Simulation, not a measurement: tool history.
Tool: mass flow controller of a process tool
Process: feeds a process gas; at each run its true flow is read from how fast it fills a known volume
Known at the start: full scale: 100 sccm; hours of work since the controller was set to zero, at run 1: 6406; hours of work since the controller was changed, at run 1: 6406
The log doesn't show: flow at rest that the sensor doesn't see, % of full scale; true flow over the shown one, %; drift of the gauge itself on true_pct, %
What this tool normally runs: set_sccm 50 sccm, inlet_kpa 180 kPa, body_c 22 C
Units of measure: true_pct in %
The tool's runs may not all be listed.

run	day	set_sccm	inlet_kpa	body_c	hours of work since the controller was set to zero	hours of work since the controller was changed	true_pct
1	0	50	180	22	6406	6406	99.94
2	5.667	50	180	22	6504	6504	100.21
3	11.046	50	180	22	6596	6596	100.15
4	15.071	50	180	22	6666	6666	100.29
5	19.796	50	180	22	6747	6747	100.29
6	24.521	50	180	24	6829	6829	100.27
7	27.675	50	180	22	6883	6883	100.44
8	32.438	11	180	22	6965	6965	100.2
9	36.4	50	154	22	7033	7033	100.62

Run 10 comes next. What will it give?
10	40.075	19	186	21	7097	7097	?

{"run 10": {"true_pct": 100.6}}
With no hidden state in the tool, this same run would have given true_pct 100.01 %.
